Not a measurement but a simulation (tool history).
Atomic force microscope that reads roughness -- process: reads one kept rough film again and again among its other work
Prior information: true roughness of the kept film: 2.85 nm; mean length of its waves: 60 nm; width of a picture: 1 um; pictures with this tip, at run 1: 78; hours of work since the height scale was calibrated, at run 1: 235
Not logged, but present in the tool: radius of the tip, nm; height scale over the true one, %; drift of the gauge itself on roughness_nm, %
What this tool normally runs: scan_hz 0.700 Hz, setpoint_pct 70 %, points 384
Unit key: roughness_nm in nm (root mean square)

run,hour,scan_hz,setpoint_pct,points,pictures with this tip,hours of work since the height scale was calibrated,roughness_nm
1,0.0,0.700,70,384,78,235,2.719
2,11.7,0.700,70,384,103,244,2.709
3,23.0,0.700,70,384,127,253,2.724
# hour 27.5: new tip fitted
4,32.3,0.700,70,404,10,259,2.722
5,40.4,0.700,70,388,28,265,2.726
6,54.1,3.135,70,384,57,276,2.603
7,61.7,3.135,70,384,73,281,2.601
8,68.7,3.135,70,384,88,287,2.597
9,79.7,3.135,70,384,112,295,2.613
# hour 90.5: new tip fitted
10,93.0,3.135,70,384,5,304,2.612
11,99.1,0.700,70,775,18,309,2.729
12,111.9,0.700,70,775,45,319,2.739
13,122.9,0.891,70,384,69,327,2.710
14,129.2,0.891,70,384,82,332,2.713
15,141.4,0.700,85,384,108,341,2.683
16,152.9,0.700,85,384,133,350,2.685
# hour 154.0: new tip fitted
17,163.8,0.700,70,384,21,357,2.726
18,172.7,2.765,70,384,40,364,2.617
19,184.1,2.765,70,384,64,373,2.626
20,190.4,0.700,70,384,78,377,2.720
21,204.0,0.700,70,331,107,388,2.719
22,216.2,0.700,70,331,133,397,2.708
# hour 217.5: new tip fitted
23,228.7,0.700,70,331,24,406,2.714
24,238.1,1.705,70,351,44,413,2.673
25,246.7,1.705,70,351,63,419,2.676
26,256.3,0.700,69,384,83,427,2.719
27,262.4,2.562,62,384,96,431,2.677
28,274.7,3.887,59,350,122,440,2.660
# hour 280.8: new tip fitted
29,286.8,1.200,77,448,13,449,2.662
30,298.2,0.700,70,261,37,458,2.717
31,311.2,0.771,75,384,65,468,2.708
32,320.9,2.265,82,581,86,475,2.556
33,335.2,0.659,63,349,116,486,2.743
# hour 343.8: new tip fitted
34,347.5,0.700,72,384,8,495,2.730
35,357.8,3.724,69,384,30,502,2.574
36,368.4,2.005,75,280,52,510,2.626
37,375.0,0.628,62,280,66,515,2.729
38,384.0,0.628,62,280,85,522,2.744
39,391.8,0.700,63,769,102,528,2.742
40,400.4,2.233,65,355,120,534,2.678
# hour 407.6: new tip fitted
41,410.5,2.233,65,355,6,542,2.669

Alternative continuations, all from the tool just after run 41; predict every row:
A,418.5,1.053,83,488,23,548,?
B,418.5,3.297,65,978,23,548,?
C,418.5,2.233,65,355,23,548,?
D,418.5,0.840,65,300,23,548,?
E,418.5,0.721,69,355,23,548,?

run,roughness_nm
A,2.659
B,2.654
C,2.679
D,2.730
E,2.720
The same runs, with their run-to-run variation unchanged, on a tool lacking any hidden condition would have given:
run,roughness_nm
A,2.659
B,2.654
C,2.679
D,2.730
E,2.720
